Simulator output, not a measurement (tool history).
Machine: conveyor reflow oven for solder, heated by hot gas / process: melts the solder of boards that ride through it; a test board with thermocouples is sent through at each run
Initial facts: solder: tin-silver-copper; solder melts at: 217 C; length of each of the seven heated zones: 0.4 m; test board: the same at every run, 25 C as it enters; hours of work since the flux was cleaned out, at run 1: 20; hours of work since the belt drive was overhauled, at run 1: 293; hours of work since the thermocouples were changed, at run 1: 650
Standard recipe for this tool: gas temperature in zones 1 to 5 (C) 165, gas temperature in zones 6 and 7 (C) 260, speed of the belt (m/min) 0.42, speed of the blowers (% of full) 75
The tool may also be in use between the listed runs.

run	day	gas temperature in zones 1 to 5 (C)	gas temperature in zones 6 and 7 (C)	speed of the belt (m/min)	speed of the blowers (% of full)	hours of work since the flux was cleaned out	hours of work since the belt drive was overhauled	hours of work since the thermocouples were changed	highest temperature of the board (C)	time above the solder's melting point (s)
1	0	165	260	0.42	75	20	293	650	248.84	79.8
2	0.375	165	260	0.42	75	27	300	657	248.76	79.7
3	0.767	165	260	0.42	75	34	307	664	248.81	79.5
4	1.108	165	260	0.42	75	41	313	670	248.67	79.9
5	1.525	165	260	0.384	75	48	321	678	251.06	91.3
6	1.75	165	260	0.384	75	52	325	682	251.16	91.2
7	2.15	165	260	0.384	75	60	332	689	251.02	91.7
8	2.533	165	260	0.384	75	67	339	696	251.1	91.5
9	2.783	165	260	0.459	75	72	344	701	246.09	68.6
# day 3.033: flux residue cleaned out of gas plates and filters
10	3.3	165	260	0.459	75	5	350	707	245.87	68
11	3.758	165	260	0.459	75	13	358	715	245.67	68.1
12	4.096	165	260	0.459	75	20	364	721	245.83	67.8
13	4.388	165	255	0.459	75	25	370	727	241.36	62.5
14	4.85	165	260	0.42	75	34	378	735	248.39	78.7
15	5.175	165	260	0.42	75	40	384	741	248.45	78.7
# day 5.738: flux residue cleaned out of gas plates and filters, once more
16	5.871	165	251	0.467	75	3	393	750	238.06	56.7
17	6.292	172	251	0.467	75	10	401	758	239.09	61.8
18	6.625	163	251	0.467	50	16	407	764	229.96	37.5
19	6.954	163	251	0.467	50	22	413	770	229.96	37.5
20	7.438	163	251	0.388	50	31	422	779	236.4	63.2
21	7.696	165	271	0.342	51	36	427	784	258.86	110.9
22	8.054	157	269	0.42	67	43	434	791	253.86	80.7
23	8.312	157	268	0.405	67	48	438	795	254.1	84.6
24	8.679	157	268	0.405	67	54	445	802	254.28	84.5
25	8.892	162	270	0.416	73	58	449	806	257.43	87.8
26	9.375	162	258	0.427	67	67	458	815	244.28	70.4
27	9.85	162	258	0.427	67	76	467	824	244.38	69.9
28	10.317	155	270	0.42	75	85	475	832	256.45	83.4
29	10.675	165	269	0.386	75	91	482	839	259.36	99
30	11.154	176	265	0.386	75	100	491	848	256.84	102.6

Hidden state at the last listed run before each entry between runs and at the first one after, where it differs:
Run 9 -> run 10: flux residue cleaned out of gas plates and filters (day 3.033)
  heat that the gas passes to the board, % of a clean oven's: 98.2 -> 96.8; belt's true speed, % of the reading: 99.35 -> 99.34; true gas temperature in zones 6 and 7 over the reading, C: 1.48 -> 1.49
  difference, measured minus the result without the unlogged condition, highest temperature of the board (C): +1.07 -> +0.74; time above the solder's melting point (s): +1.5 -> +1
Run 15 -> run 16: flux residue cleaned out of gas plates and filters, once more (day 5.738)
  heat that the gas passes to the board, % of a clean oven's: 96 -> 98.7; belt's true speed, % of the reading: 99.26 -> 99.24; true gas temperature in zones 6 and 7 over the reading, C: 1.56 -> 1.58
  difference, measured minus the result without the unlogged condition, highest temperature of the board (C): +0.75 -> +1.3; time above the solder's melting point (s): +1 -> +2.3
